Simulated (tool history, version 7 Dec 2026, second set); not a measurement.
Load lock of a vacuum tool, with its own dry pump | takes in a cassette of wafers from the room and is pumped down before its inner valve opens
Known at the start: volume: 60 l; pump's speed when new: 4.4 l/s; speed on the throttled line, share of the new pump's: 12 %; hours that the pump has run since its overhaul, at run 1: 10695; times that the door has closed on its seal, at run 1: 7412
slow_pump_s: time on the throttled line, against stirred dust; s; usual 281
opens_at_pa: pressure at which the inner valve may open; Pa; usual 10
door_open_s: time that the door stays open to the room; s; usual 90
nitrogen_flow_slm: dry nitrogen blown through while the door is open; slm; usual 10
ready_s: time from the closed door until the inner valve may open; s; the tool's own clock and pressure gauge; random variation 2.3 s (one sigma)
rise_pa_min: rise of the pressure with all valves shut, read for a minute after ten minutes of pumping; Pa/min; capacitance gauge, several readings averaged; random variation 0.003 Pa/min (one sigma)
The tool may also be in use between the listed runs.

run    hour  slow_pump_s  opens_at_pa  door_open_s  nitrogen_flow_slm  hours that the pump has run since its overhaul  times that the door has closed on its seal  incoming humidity of the room's air, %  ready_s  rise_pa_min
  1     0.0          281           10           90                 10                                           10695                                        7412                                    43.3    390.7        0.053
  2   149.0          281           10           90                 10                                           10844                                        7718                                    47.0    386.3        0.052
  3   279.3          281           10           90                 10                                           10975                                        7986                                    51.0    389.4        0.062
  4   478.8          281           10           90                 10                                           11174                                        8396                                    42.5    389.4        0.057
  5   669.6          281           10          210                 10                                           11365                                        8788                                    44.0    394.3        0.072
  6   868.2          281           10          210                  8                                           11564                                        9197                                    45.7    390.5        0.077
  7  1007.1          281           10          210                  8                                           11702                                        9482                                    44.1    390.8        0.080
  8  1123.5          281           10           90                 10                                           11819                                        9721                                    44.5    388.8        0.051
  9  1293.2          239           10           90                 10                                           11989                                       10070                                    42.7    354.4        0.048
 10  1375.6          281           10           90                 10                                           12071                                       10240                                    41.8    390.6        0.052
 11  1490.2          281           10           90                 10                                           12186                                       10475                                    46.6    385.7        0.060
 12  1650.8          281           10           90                 10                                           12346                                       10805                                    44.6    389.3        0.059
 13  1763.3          281           10           90                 10                                           12459                                       11037                                    46.5    392.7        0.058
 14  1933.9          281           11           90                 10                                           12629                                       11387                                    42.2    390.3        0.054
 15  2079.6          486           11           90                 10                                           12775                                       11687                                    42.9    558.9        0.056
 16  2235.9          461           10           27                 10                                           12931                                       12008                                    47.8    542.8        0.052
 17  2339.2          461           10           27                 10                                           13035                                       12221                                    44.5    543.6        0.047
 18  2492.5          175           10           90                 15                                           13188                                       12536                                    42.6    300.0        0.048
 19  2633.0          275           15          179                  7                                           13328                                       12825                                    45.3    375.9        0.089
 20  2794.8          264           15           59                 23                                           13490                                       13157                                    49.3    369.0        0.043
 21  2959.8          264           15           59                 23                                           13655                                       13496                                    49.0    371.2        0.044
 22  3074.6          264           15           59                 23                                           13770                                       13732                                    45.0    375.8        0.043
 23  3206.3          281           13           70                 10                                           13902                                       14003                                    48.4    386.2        0.065
 24  3404.2          281           13           70                 10                                           14100                                       14410                                    42.6    389.4        0.058
 25  3531.7          163           10           90                 43                                           14227                                       14672                                    46.1    288.4        0.044
 26  3714.3          170           10           90                 24                                           14410                                       15047                                    45.0    300.5        0.050
 27  3877.6          170           10           90                 10                                           14573                                       15383                                    46.8    298.0        0.071

Forecast each of these 3 alternatives for the next run:
  A  3962.3          290           17           90                 10                                           14658                                       15557                                    44.8        ?            ?
  B  3962.3          281           18           29                 35                                           14658                                       15557                                    47.1        ?            ?
  C  3962.3          170           10           27                  6                                           14658                                       15557                                    47.2        ?            ?

run  ready_s  rise_pa_min
  A    391.8        0.062
  B    379.2        0.039
  C    297.6        0.061
Without the tool's hidden state the same runs would have given:
run  ready_s  rise_pa_min
  A    375.3        0.039
  B    362.8        0.016
  C    277.0        0.038
